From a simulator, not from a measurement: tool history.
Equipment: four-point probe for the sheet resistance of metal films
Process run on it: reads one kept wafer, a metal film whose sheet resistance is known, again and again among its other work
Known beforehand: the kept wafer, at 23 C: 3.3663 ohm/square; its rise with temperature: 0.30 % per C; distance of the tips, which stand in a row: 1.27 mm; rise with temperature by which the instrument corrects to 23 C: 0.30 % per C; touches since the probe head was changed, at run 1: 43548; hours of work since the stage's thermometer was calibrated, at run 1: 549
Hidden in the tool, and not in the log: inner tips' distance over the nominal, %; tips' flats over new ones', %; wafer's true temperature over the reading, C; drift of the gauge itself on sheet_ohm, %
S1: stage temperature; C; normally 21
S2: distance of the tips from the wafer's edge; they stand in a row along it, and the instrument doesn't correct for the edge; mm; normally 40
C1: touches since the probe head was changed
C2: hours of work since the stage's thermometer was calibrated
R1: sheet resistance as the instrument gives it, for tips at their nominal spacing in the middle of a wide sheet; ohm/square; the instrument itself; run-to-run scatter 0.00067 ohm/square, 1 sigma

| run | day | S1 | S2 | C1 | C2 | R1 |
|---|---|---|---|---|---|---|
| 1 | 0.000 | 21 | 40 | 43548 | 549 | 3.354597 |
| 2 | 3.133 | 33 | 40 | 46438 | 590 | 3.355769 |
| 3 | 5.612 | 33 | 40 | 48723 | 622 | 3.354023 |
| 4 | 7.333 | 33 | 40 | 50312 | 645 | 3.353513 |
| 5 | 8.954 | 21 | 40 | 51806 | 666 | 3.350494 |
| 6 | 12.092 | 21 | 40 | 54699 | 707 | 3.349852 |
| 7 | 15.883 | 21 | 13 | 58197 | 757 | 3.363833 |
| 8 | 18.812 | 21 | 13 | 60899 | 795 | 3.361541 |
| 9 | 21.783 | 21 | 7 | 63637 | 834 | 3.402848 |
| 10 | 24.104 | 21 | 40 | 65777 | 864 | 3.345472 |
| 11 | 26.721 | 21 | 40 | 68190 | 898 | 3.344370 |
| 12 | 28.954 | 21 | 40 | 70250 | 928 | 3.344589 |
| 13 | 31.688 | 21 | 40 | 72770 | 963 | 3.342664 |
| 14 | 35.300 | 21 | 40 | 76103 | 1011 | 3.341597 |
| 15 | 37.288 | 30 | 44 | 77937 | 1037 | 3.343698 |
| 16 | 39.650 | 31 | 44 | 80117 | 1068 | 3.341588 |
| 17 | 43.008 | 31 | 44 | 83213 | 1112 | 3.340807 |
|  | 46.038 | new probe head fitted |
| 18 | 46.671 | 26 | 4 | 586 | 1159 | 3.538207 |
| 19 | 49.808 | 26 | 4 | 3480 | 1200 | 3.536457 |

A few steps of R1 between consecutive runs. Split each: what settings, incoming material and random variation would produce without the hidden state, and what is left over for the hidden state, along with gauge scatter present in only one of the two compared results (measured, and without hidden state):
Run 17 -> 18: S1 31 -> 26, S2 44 -> 4, new probe head fitted. R1 +0.197400 ohm/square: hidden state +0.027203, all else +0.170197.
